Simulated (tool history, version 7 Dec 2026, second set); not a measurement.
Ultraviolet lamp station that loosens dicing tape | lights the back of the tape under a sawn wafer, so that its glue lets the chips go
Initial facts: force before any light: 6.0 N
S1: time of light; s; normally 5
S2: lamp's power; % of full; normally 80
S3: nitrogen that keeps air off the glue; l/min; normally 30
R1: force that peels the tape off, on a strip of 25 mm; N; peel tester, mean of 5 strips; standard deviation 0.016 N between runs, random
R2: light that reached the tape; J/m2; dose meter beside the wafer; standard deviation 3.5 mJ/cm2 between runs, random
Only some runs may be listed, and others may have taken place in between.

run,hour,S1,S2,S3,R1,R2
1,0,5,80,30,0.916,5070
2,13.9,5,80,30,0.887,5060
3,26.2,5,80,30,0.906,5050
4,46.2,5,80,35,0.835,5000
5,60.5,5,70,35,1.041,4400
6,71.2,5,70,35,1.008,4380
7,87.9,5,70,19,1.484,4360
8,98.9,5,70,19,1.5,4310
9,115.2,5,70,19,1.48,4280
10,136.3,5,70,19,1.517,4320
11,157.9,8,80,30,0.419,7800
12,176.3,8,80,30,0.411,7900
13,191.9,8,80,30,0.415,7770
14,202.6,3,80,15,2.547,2870
15,216.7,3,62,30,2.427,2250
16,230.2,3,62,30,2.453,2230
# hour 232.1: window cleaned of glue's vapour
17,246.5,3,97,30,1.621,3390
18,266.3,5,63,39,1.272,3660
19,279.2,2,77,22,3.206,1800
20,292.9,3,72,20,2.545,2470
21,303.9,3,72,20,2.628,2500
# hour 313.5: window cleaned of glue's vapour, once more
22,318.9,3,72,20,2.419,2690
23,331.3,5,76,39,0.872,4770

Branching from run 23: 5 alternative next runs. What would each branch give?
A,343.1,5,76,42,?,?
B,343.1,3,76,39,?,?
C,343.1,9,76,15,?,?
D,343.1,3,80,11,?,?
E,343.1,7,69,16,?,?

run,R1,R2
A,0.83,4700
B,1.787,2790
C,0.569,8480
D,2.81,2950
E,0.993,5970
Take away the tool's hidden state, keep each run's random variation, and the runs would have read:
run,R1,R2
A,0.657,5370
B,1.518,3190
C,0.445,9690
D,2.519,3370
E,0.797,6820

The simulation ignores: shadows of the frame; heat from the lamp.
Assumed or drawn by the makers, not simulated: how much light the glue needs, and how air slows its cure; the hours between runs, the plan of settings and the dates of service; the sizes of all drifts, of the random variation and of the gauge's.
